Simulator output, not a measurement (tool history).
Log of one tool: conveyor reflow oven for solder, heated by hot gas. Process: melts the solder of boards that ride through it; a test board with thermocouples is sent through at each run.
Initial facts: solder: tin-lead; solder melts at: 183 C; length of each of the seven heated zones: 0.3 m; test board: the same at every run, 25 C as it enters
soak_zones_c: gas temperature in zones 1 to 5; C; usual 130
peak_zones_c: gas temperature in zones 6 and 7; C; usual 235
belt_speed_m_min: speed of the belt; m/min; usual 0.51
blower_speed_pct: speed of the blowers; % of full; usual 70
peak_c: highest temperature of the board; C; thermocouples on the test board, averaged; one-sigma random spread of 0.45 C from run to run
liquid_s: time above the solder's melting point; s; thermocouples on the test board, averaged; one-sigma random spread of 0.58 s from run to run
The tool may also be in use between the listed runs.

| run | day | soak_zones_c | peak_zones_c | belt_speed_m_min | blower_speed_pct | peak_c | liquid_s |
|---|---|---|---|---|---|---|---|
| 1 | 0 | 130 | 235 | 0.51 | 70 | 211.5 | 45.5 |
| 2 | 0.638 | 130 | 235 | 0.51 | 53 | 203.8 | 36.2 |
| 3 | 1.988 | 130 | 235 | 0.51 | 89 | 217.5 | 50.5 |
| 4 | 2.996 | 130 | 235 | 0.53 | 70 | 209.7 | 40.4 |
| 5 | 4.412 | 130 | 235 | 0.51 | 70 | 210.6 | 44.5 |
| 6 | 5.829 | 130 | 235 | 0.51 | 70 | 210.8 | 45.3 |
| 7 | 7.108 | 130 | 235 | 0.51 | 70 | 211.4 | 44.1 |
| 8 | 8.317 | 130 | 235 | 0.507 | 56 | 204.9 | 37 |
|  | 9.162 | flux residue cleaned out of gas plates and filters |
| 9 | 9.717 | 130 | 235 | 0.51 | 84 | 218.1 | 50.9 |
| 10 | 10.721 | 118 | 249 | 0.51 | 61 | 218.1 | 47 |
| 11 | 11.567 | 130 | 235 | 0.452 | 70 | 217.7 | 56.5 |
| 12 | 12.529 | 130 | 236 | 0.564 | 70 | 210 | 38.2 |
| 13 | 13.192 | 130 | 236 | 0.564 | 70 | 209.4 | 38.4 |
| 14 | 13.829 | 136 | 243 | 0.462 | 58 | 219 | 58.8 |

Branching from run 14: 4 alternative next runs. What would each branch give?
| A | 15.05 | 135 | 243 | 0.581 | 71 | ? | ? |
| B | 15.05 | 129 | 246 | 0.462 | 58 | ? | ? |
| C | 15.05 | 133 | 235 | 0.51 | 70 | ? | ? |
| D | 15.05 | 130 | 249 | 0.51 | 70 | ? | ? |

| run | peak_c | liquid_s |
|---|---|---|
| A | 215.2 | 42.1 |
| B | 220.8 | 57.5 |
| C | 212.9 | 48.6 |
| D | 224.6 | 55.3 |
Take away the tool's hidden state, keep each run's random variation, and the runs would have read:
| run | peak_c | liquid_s |
|---|---|---|
| A | 216.9 | 43.2 |
| B | 222.3 | 58.6 |
| C | 214.5 | 49.9 |
| D | 226.3 | 56.2 |
